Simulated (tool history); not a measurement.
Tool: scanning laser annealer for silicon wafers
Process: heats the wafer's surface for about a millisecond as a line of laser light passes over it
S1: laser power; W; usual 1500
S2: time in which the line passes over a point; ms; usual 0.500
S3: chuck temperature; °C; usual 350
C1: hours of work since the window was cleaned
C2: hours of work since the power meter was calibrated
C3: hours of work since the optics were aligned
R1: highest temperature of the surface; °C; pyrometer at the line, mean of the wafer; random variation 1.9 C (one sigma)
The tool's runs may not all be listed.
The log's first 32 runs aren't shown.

run	hour	S1	S2	S3	C1	C2	C3	R1
33	2065.4	1643	0.619	346	850	90	364	1297
34	2139.3	1282	0.402	337	899	139	413	871
# hour 2174.9: window over the wafer cleaned
35	2206.2	1500	0.500	375	21	181	456	1142
36	2295.0	1306	0.483	348	79	240	514	979
37	2340.0	1500	0.500	386	109	270	544	1151
38	2421.7	1631	0.361	386	163	324	598	1082
39	2475.7	1631	0.361	360	199	359	634	1055
40	2521.4	1631	0.439	325	229	390	664	1103

Forecast each of these 4 alternatives for the next run:
# hour 2583.8: optics aligned, line set to its width
A	2597.4	1631	0.496	325	276	437	9	?
# hour 2583.8: optics aligned, line set to its width
B	2597.4	1422	0.472	375	276	437	9	?
# hour 2583.8: optics aligned, line set to its width
C	2597.4	1500	0.443	365	276	437	9	?
# hour 2583.8: optics aligned, line set to its width
D	2597.4	1550	0.357	384	276	437	9	?

run	R1
A	1175
B	1069
C	1078
D	1038
Without the tool's hidden state the same runs would have given:
run	R1
A	1181
B	1074
C	1083
D	1043

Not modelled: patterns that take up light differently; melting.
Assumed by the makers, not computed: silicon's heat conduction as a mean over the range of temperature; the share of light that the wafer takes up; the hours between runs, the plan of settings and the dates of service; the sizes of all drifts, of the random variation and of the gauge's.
